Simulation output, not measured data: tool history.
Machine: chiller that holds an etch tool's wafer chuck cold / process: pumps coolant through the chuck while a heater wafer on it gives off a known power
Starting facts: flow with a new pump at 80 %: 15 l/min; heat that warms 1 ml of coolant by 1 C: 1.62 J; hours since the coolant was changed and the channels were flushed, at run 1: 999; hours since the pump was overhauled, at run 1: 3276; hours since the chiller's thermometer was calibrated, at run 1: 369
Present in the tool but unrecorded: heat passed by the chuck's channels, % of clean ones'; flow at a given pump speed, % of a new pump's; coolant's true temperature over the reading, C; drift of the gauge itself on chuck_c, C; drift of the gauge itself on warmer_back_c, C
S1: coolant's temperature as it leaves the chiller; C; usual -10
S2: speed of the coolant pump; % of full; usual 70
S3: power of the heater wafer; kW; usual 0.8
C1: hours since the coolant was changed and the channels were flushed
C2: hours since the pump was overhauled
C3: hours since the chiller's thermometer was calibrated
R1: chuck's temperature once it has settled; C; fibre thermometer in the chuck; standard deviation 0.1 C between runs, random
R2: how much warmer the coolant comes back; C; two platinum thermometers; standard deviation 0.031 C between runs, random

run	hour	S1	S2	S3	C1	C2	C3	R1	R2
1	0	-10	70	0.8	999	3276	369	-4.9	2.26
2	149.2	-5	70	0.8	1149	3425	518	0.3	2.24
3	281.7	-5	70	0.8	1281	3558	651	0.4	2.35
4	359.5	-10	70	0.8	1359	3636	728	-4.8	2.3
5	452.4	-10	70	0.8	1452	3729	821	-4.9	2.27
6	618.2	-17	70	0.8	1618	3894	987	-11.6	2.28
7	728.6	-10	70	0.8	1728	4005	1097	-4.8	2.26
8	880.1	-10	77	0.8	1879	4156	1249	-5	2.05
9	1012.1	-10	80	0.8	2011	4288	1381	-5.1	1.91
10	1110.3	-10	61	0.8	2110	4386	1479	-4.1	2.56
11	1224	-19	70	0.8	2223	4500	1593	-13.7	2.21
12	1340	-3	73	0.809	2339	4616	1709	2.3	2.12
13	1415.6	-10	93	0.8	2415	4692	1784	-5.6	1.6
14	1544.9	-5	83	0.966	2544	4821	1914	0.6	2.19
15	1701.9	-8	83	0.417	2701	4978	2071	-5.6	0.87
16	1877.4	-8	83	0.417	2877	5153	2246	-5.7	0.87
17	1961.2	-8	83	0.417	2961	5237	2330	-5.6	0.86
18	2034.2	-8	83	0.549	3034	5310	2403	-4.7	1.16
19	2139.5	-8	71	1.02	3139	5416	2508	-1.3	2.73
20	2311.5	-18	79	0.414	3311	5588	2680	-15.6	0.86
# hour 2363.6: coolant pump overhauled
# hour 2396.8: chiller's thermometer calibrated
21	2433.6	-14	67	0.565	3427	69	37	-10.1	1.55
22	2545.4	-7	64	0.739	3539	181	149	-1.9	2.11

How the hidden state differs across the entries between the runs, from the last listed run before each to the first after it:
Between runs 20 and 21: coolant pump overhauled (hour 2363.6); chiller's thermometer calibrated (hour 2396.8)
  flow at a given pump speed, % of a new pump's: 99.4 -> 100; coolant's true temperature over the reading, C: 0.02 -> 0; drift of the gauge itself on warmer_back_c, C: -0.16 -> -0.17
  the result without the hidden state subtracted from the measured one, R2: -0.16 -> -0.17 C
